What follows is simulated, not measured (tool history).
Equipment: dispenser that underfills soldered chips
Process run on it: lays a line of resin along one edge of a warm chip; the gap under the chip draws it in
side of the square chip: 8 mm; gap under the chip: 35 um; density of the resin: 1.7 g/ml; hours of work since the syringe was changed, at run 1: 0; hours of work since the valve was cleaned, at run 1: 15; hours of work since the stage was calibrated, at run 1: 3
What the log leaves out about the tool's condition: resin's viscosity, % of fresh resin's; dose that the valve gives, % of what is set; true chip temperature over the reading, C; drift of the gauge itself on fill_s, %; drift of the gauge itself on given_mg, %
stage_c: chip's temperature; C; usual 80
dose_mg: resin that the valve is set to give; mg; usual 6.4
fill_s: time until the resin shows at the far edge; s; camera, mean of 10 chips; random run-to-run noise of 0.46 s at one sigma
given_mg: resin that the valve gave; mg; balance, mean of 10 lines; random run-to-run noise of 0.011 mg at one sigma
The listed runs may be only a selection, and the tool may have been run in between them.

run	day	stage_c	dose_mg	hours of work since the syringe was changed	hours of work since the valve was cleaned	hours of work since the stage was calibrated	fill_s	given_mg
1	0	80	6.4	0	15	3	36.2	6.31
2	0.142	80	6.4	3	17	5	41.6	6.32
3	0.308	80	6.4	6	20	9	48.6	6.29
4	0.45	80	6.4	8	23	11	56.3	6.29
# day 0.542: new syringe of resin
5	0.592	80	7.2	1	25	14	37.6	7.05
6	0.692	80	7.2	3	27	15	40.9	7.04
7	0.804	80	7.2	5	29	17	46	7.04
8	0.988	70	6.4	8	33	21	77.1	6.24
# day 1.092: new syringe of resin
9	1.092	70	6.4	0	35	23	47.8	6.21
10	1.238	70	6.4	3	37	25	56	6.23
11	1.421	70	6.4	6	41	29	68.4	6.2
12	1.533	70	6.4	8	43	31	74.6	6.19
# day 1.642: new syringe of resin
# day 1.696: dispensing valve cleaned and set on the balance
13	1.742	70	6.4	1	1	34	51	6.36
14	1.925	70	6.4	5	4	37	59.7	6.35
15	2.058	87	6.4	7	7	40	41.1	6.34
16	2.154	70	6.4	9	9	41	78.7	6.34
# day 2.225: new syringe of resin
17	2.262	70	6.4	1	10	43	49.3	6.32
18	2.392	70	6.4	3	13	46	57.2	6.31
19	2.475	80	7.27	5	14	47	44.7	7.14
20	2.608	94	7.44	7	17	50	33.2	7.34
21	2.721	74	7.26	9	19	52	67.3	7.14
# day 2.767: new syringe of resin
22	2.883	91	7.52	2	22	55	28.2	7.36
23	3.05	91	7.52	5	25	58	33.2	7.36
24	3.229	91	7.63	9	28	61	39.7	7.46
# day 3.308: new syringe of resin
25	3.429	75	8.28	2	32	65	46.1	8.07
26	3.554	75	8.28	5	34	67	52.9	8.04
27	3.721	85	6.12	8	37	70	46.1	5.93
# day 3.867: new syringe of resin
28	3.921	85	6.12	1	41	73	33.4	5.92
29	4.042	87	6.93	3	43	76	33.9	6.68
# day 4.192: dispensing valve cleaned and set on the balance
30	4.221	85	5.76	6	1	78	41.8	5.74
31	4.375	82	6.17	9	3	81	52.9	6.15
# day 4.45: new syringe of resin
32	4.479	72	8.16	1	5	83	45.8	8.09
33	4.567	78	8.16	2	7	84	41	8.1
34	4.712	67	7.94	5	9	87	67.3	7.86
35	4.8	71	5.81	7	11	89	66.9	5.75
36	4.904	68	7.32	8	13	91	81.2	7.24

Hidden state at the last listed run before each entry between runs and at the first one after, where it differs:
Run 4 -> run 5: new syringe of resin (day 0.542)
  resin's viscosity, % of fresh resin's: 161 -> 106.8; dose that the valve gives, % of what is set: 98.05 -> 97.89; true chip temperature over the reading, C: 0.1 -> 0.11
  measured less the result without the state, fill_s: +21.3 -> +2.3 s; given_mg: -0.13 -> -0.15 mg
Run 8 -> run 9: new syringe of resin (day 1.092)
  resin's viscosity, % of fresh resin's: 160.6 -> 100.6; dose that the valve gives, % of what is set: 97.36 -> 97.25
  measured less the result without the state, fill_s: +28.9 -> +0.2 s; given_mg: -0.17 -> -0.18 mg
Run 12 -> run 13: new syringe of resin (day 1.642); dispensing valve cleaned and set on the balance (day 1.696)
  resin's viscosity, % of fresh resin's: 157.9 -> 105.5; dose that the valve gives, % of what is set: 96.66 -> 99.43; true chip temperature over the reading, C: 0.15 -> 0.16
  measured less the result without the state, fill_s: +27.2 -> +2.4 s; given_mg: -0.21 -> -0.04 mg
Run 16 -> run 17: new syringe of resin (day 2.225)
  resin's viscosity, % of fresh resin's: 161.3 -> 103.2; dose that the valve gives, % of what is set: 98.9 -> 98.78
  measured less the result without the state, fill_s: +29.7 -> +1.3 s; given_mg: -0.07 -> -0.07 mg
Run 21 -> run 22: new syringe of resin (day 2.767)
  resin's viscosity, % of fresh resin's: 165.2 -> 112.3; dose that the valve gives, % of what is set: 98.16 -> 97.98; true chip temperature over the reading, C: 0.2 -> 0.21
  measured less the result without the state, fill_s: +26.2 -> +2.9 s; given_mg: -0.13 -> -0.16 mg
Run 24 -> run 25: new syringe of resin (day 3.308)
  resin's viscosity, % of fresh resin's: 159.4 -> 113.2; dose that the valve gives, % of what is set: 97.54 -> 97.28; true chip temperature over the reading, C: 0.23 -> 0.24
  measured less the result without the state, fill_s: +14.6 -> +5.1 s; given_mg: -0.19 -> -0.22 mg
Run 27 -> run 28: new syringe of resin (day 3.867)
  resin's viscosity, % of fresh resin's: 152.5 -> 107.3; dose that the valve gives, % of what is set: 96.9 -> 96.64; true chip temperature over the reading, C: 0.25 -> 0.26
  measured less the result without the state, fill_s: +15.9 -> +2.2 s; given_mg: -0.19 -> -0.2 mg
Run 29 -> run 30: dispensing valve cleaned and set on the balance (day 4.192)
  resin's viscosity, % of fresh resin's: 121.8 -> 139.9; dose that the valve gives, % of what is set: 96.48 -> 99.54
  measured less the result without the state, fill_s: +6 -> +11.8 s; given_mg: -0.24 -> -0.02 mg
Run 31 -> run 32: new syringe of resin (day 4.45)
  resin's viscosity, % of fresh resin's: 163.7 -> 103.2; dose that the valve gives, % of what is set: 99.33 -> 99.22
  measured less the result without the state, fill_s: +20.6 -> +1 s; given_mg: -0.04 -> -0.06 mg

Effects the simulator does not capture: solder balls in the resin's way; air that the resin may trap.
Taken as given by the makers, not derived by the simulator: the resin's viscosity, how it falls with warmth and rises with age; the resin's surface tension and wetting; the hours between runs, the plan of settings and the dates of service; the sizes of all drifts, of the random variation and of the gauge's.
